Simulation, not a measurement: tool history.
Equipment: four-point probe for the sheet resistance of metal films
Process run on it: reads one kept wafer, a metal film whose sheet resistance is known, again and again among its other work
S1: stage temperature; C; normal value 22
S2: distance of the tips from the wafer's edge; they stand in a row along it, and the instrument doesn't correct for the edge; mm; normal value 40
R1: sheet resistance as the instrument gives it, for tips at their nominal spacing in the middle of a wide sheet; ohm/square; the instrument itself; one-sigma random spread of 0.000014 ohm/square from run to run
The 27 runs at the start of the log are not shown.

run,hour,S1,S2,R1
28,2054.3,28,38,0.067744
29,2130.8,22,3,0.069053
30,2187.4,22,8,0.068178
31,2295.3,33,10,0.06759
32,2362,33,10,0.067597
33,2427.6,19,40,0.068202
34,2507.5,27,16,0.067859
# hour 2524.7: stage's thermometer calibrated
35,2592.9,24,7,0.068145
36,2689.8,25,12,0.067954
37,2741.7,25,12,0.067947
38,2854,25,12,0.067949
39,2967.7,22,70,0.068024
40,3043.5,22,70,0.068045
41,3151,21,7,0.068286
42,3221.2,21,7,0.068289
43,3334.9,20,40,0.068151
44,3422.3,20,40,0.068153

5 ways to go on from here, each from the tool as it stands after run 44. What would each give?
A,3492.2,18,12,?
B,3492.2,32,47,?
C,3492.2,29,4,?
D,3492.2,32,6,?
E,3492.2,20,40,?

run,R1
A,0.068316
B,0.067557
C,0.068262
D,0.067796
E,0.068146
Stripped of hidden state, with their random variation kept, the same runs would have yielded:
run,R1
A,0.068325
B,0.067565
C,0.06827
D,0.067804
E,0.068155
